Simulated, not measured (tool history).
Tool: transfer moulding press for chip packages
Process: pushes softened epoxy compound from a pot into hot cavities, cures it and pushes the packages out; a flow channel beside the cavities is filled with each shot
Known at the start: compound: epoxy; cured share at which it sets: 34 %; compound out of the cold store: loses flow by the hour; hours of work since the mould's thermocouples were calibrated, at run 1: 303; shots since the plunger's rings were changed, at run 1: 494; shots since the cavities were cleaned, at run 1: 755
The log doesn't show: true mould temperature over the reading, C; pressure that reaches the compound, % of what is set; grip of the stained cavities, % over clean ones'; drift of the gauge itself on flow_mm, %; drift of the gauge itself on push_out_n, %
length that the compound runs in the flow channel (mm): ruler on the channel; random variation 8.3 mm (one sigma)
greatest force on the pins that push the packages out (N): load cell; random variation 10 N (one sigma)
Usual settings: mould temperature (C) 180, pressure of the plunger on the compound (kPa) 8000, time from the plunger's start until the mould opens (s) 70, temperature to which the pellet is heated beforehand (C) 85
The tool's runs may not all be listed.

run     day  mould temperature (C)  pressure of the plunger on the compound (kPa)  time from the plunger's start until the mould opens (s)  temperature to which the pellet is heated beforehand (C)  hours of work since the mould's thermocouples were calibrated  shots since the plunger's rings were changed  shots since the cavities were cleaned  incoming compound's hours out of the cold store  length that the compound runs in the flow channel (mm)  greatest force on the pins that push the packages out (N)
  1       0                    180                                           8000                                                       70                                                        85                                                            303                                           494                                    755                                             21.2                                                     998                                                        894
      1.158  -- cavities cleaned with cleaning compound and waxed
      1.688  -- mould's thermocouples calibrated
  2   2.471                    180                                           8000                                                       70                                                        85                                                             10                                          1185                                    364                                             44.4                                                     884                                                        701
      5.058  -- cavities cleaned with cleaning compound and waxed
  3   5.746                    180                                           8000                                                       70                                                        85                                                             53                                          2140                                    204                                             12.5                                                    1011                                                        689
  4   7.671                    180                                           8000                                                       70                                                        85                                                             79                                          2712                                    776                                             24.3                                                     952                                                        914
      8.762  -- cavities cleaned with cleaning compound and waxed
  5  10.867                    180                                           8000                                                       70                                                        85                                                            120                                          3643                                    625                                             38.8                                                     859                                                        843
     12.438  -- cavities cleaned with cleaning compound and waxed
  6    13.5                    180                                           8000                                                       70                                                        85                                                            154                                          4408                                    317                                             43.4                                                     838                                                        669
  7  15.538                    176                                           8000                                                       70                                                        85                                                            181                                          5013                                    922                                             18.2                                                     933                                                       1292
     16.117  -- cavities cleaned with cleaning compound and waxed
  8  18.608                    180                                           8000                                                       70                                                        85                                                            221                                          5907                                    741                                             41.5                                                     790                                                        868
     19.888  -- cavities cleaned with cleaning compound and waxed
     22.396  -- plunger's sealing rings changed
  9  22.658                    180                                           8000                                                       58                                                        85                                                            273                                            77                                    791                                             22.8                                                     983                                                       1569
     23.833  -- cavities cleaned with cleaning compound and waxed
 10  24.529                    180                                           8000                                                       58                                                        85                                                            297                                           615                                    207                                             22.3                                                     996                                                       1180
 11  26.238                    180                                           8000                                                       70                                                        85                                                            319                                          1123                                    715                                               26                                                     974                                                        964
     26.604  -- mould's thermocouples calibrated
     27.546  -- cavities cleaned with cleaning compound and waxed
 12   30.25                    180                                           8000                                                       70                                                        85                                                             48                                          2272                                    804                                              9.2                                                     997                                                        964
     31.492  -- cavities cleaned with cleaning compound and waxed
 13  33.979                    180                                           8000                                                       57                                                        77                                                             96                                          3361                                    739                                             47.6                                                     822                                                       1508
     35.246  -- cavities cleaned with cleaning compound and waxed
 14  37.683                    173                                           9450                                                       81                                                        92                                                            145                                          4444                                    725                                             47.1                                                     903                                                        934

The next listed run, before its measurement:
     38.875  -- cavities cleaned with cleaning compound and waxed
 15  40.942                    173                                           9450                                                       81                                                        92                                                            187                                          5393                                    613                                             15.7                                                       ?                                                          ?

length that the compound runs in the flow channel (mm): 1019
greatest force on the pins that push the packages out (N): 994
Without the tool's hidden state the same run would have given length that the compound runs in the flow channel (mm) 1145, greatest force on the pins that push the packages out (N) 549.
